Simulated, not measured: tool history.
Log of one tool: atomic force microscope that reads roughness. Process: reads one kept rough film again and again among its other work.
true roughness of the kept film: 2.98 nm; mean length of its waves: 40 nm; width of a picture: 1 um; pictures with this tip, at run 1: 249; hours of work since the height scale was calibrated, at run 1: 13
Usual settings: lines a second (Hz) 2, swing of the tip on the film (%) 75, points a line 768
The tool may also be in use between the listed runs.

run   hour  lines a second (Hz)  swing of the tip on the film (%)  points a line  pictures with this tip  hours of work since the height scale was calibrated  roughness of the kept film (nm (root mean square))
  1      0                    2                                75            768                     249                                                   13                                               2.314
       6.7  -- new tip fitted
  2   12.4                    2                                75            295                       6                                                   20                                               2.622
  3   23.4                    2                                75            295                      18                                                   27                                               2.627
  4   32.7                    2                                75            295                      27                                                   32                                               2.598
  5   44.3                    2                                75            295                      40                                                   39                                               2.595
  6   59.4                    2                                75            295                      56                                                   48                                               2.558
  7   74.6                    2                                75            295                      72                                                   57                                               2.553
  8   81.6                    2                                75            295                      80                                                   61                                               2.526
  9   92.3                    2                                78            768                      91                                                   67                                               2.502
 10  101.2                    2                                75            768                     101                                                   73                                               2.507
 11  110.5                    2                                75            768                     111                                                   78                                               2.514
 12  126.9                    2                                75            914                     128                                                   88                                                 2.5
 13  134.8                    2                                75            914                     137                                                   92                                               2.469
 14  144.1                    2                                75            914                     147                                                   98                                               2.471
 15  155.5                    2                                75            914                     159                                                  105                                               2.454
 16  169.2                    2                                72            768                     174                                                  113                                               2.439
 17  180.8                    2                                72            768                     186                                                  119                                               2.433
 18    189                    2                                72            632                     195                                                  124                                               2.433
 19    200                    2                                75            768                     207                                                  131                                                2.42
 20  212.1                    2                                75            768                     220                                                  138                                               2.396
 21  221.9                    2                                75            768                     230                                                  144                                               2.366
 22  229.4                 1.84                                75            768                     238                                                  148                                               2.365
 23  240.3                 1.84                                75            768                     250                                                  155                                               2.359
       247  -- new tip fitted
 24  252.1                    2                                68            768                       5                                                  161                                               2.696
 25  267.6                 2.71                                81            768                      22                                                  170                                               2.465
 26  280.5                  2.5                                69            768                      35                                                  178                                               2.627
 27  293.7                 3.74                                75            768                      50                                                  186                                               2.407
 28  303.1                 2.82                                58            938                      60                                                  191                                                2.66
 29  316.9                 2.82                                58            938                      74                                                  199                                               2.624
 30  328.8                 0.99                                58            938                      87                                                  206                                               2.705
 31  342.7                 2.33                                75            562                     102                                                  215                                               2.462
 32  352.8                 2.33                                75            562                     113                                                  221                                               2.449
 33  362.9                 0.86                                88            586                     124                                                  227                                               2.506
 34  374.8                 0.87                                67            768                     136                                                  234                                               2.619
 35  382.8                 1.58                                63           1004                     145                                                  238                                               2.566
 36  398.1                    2                                75            797                     161                                                  247                                               2.441
 37  412.6                 3.76                                84            493                     177                                                  256                                               2.088
 38  423.9                 3.76                                84            493                     189                                                  262                                               2.065
 39  437.2                 3.76                                84            493                     203                                                  270                                               2.065
 40    446                 0.74                                86            452                     213                                                  276                                               2.465
 41    457                 0.74                                86            452                     224                                                  282                                               2.428
 42  467.4                 0.99                                60            331                     235                                                  288                                               2.494
 43  476.7                 2.76                                61            690                     245                                                  294                                               2.406
     487.4  -- new tip fitted
 44  490.1                 2.76                                61            690                       3                                                  301                                               2.725

Measured less the same run without the tool's hidden state. The same run-to-run variation is in both; the gauge's scatter may not be:
The hidden state here: radius of the tip, nm; height scale over the true one, %; drift of the gauge itself on roughness_nm, %.
run  roughness of the kept film (nm (root mean square))
  1                                              -0.319
  2                                              -0.013
  3                                              -0.029
  4                                               -0.04
  5                                              -0.057
  6                                              -0.074
  7                                              -0.093
  8                                              -0.103
  9                                              -0.115
 10                                              -0.127
 11                                               -0.14
 12                                              -0.161
 13                                              -0.171
 14                                              -0.182
 15                                              -0.197
 16                                              -0.216
 17                                              -0.231
 18                                               -0.24
 19                                              -0.254
 20                                              -0.267
 21                                              -0.277
 22                                              -0.285
 23                                              -0.299
 24                                              -0.024
 25                                              -0.042
 26                                              -0.063
 27                                              -0.076
 28                                              -0.098
 29                                              -0.115
 30                                              -0.135
 31                                              -0.142
 32                                              -0.154
 33                                              -0.172
 34                                              -0.195
 35                                              -0.203
 36                                              -0.213
 37                                              -0.199
 38                                               -0.21
 39                                              -0.224
 40                                               -0.28
 41                                              -0.289
 42                                              -0.312
 43                                              -0.313
 44                                              -0.012

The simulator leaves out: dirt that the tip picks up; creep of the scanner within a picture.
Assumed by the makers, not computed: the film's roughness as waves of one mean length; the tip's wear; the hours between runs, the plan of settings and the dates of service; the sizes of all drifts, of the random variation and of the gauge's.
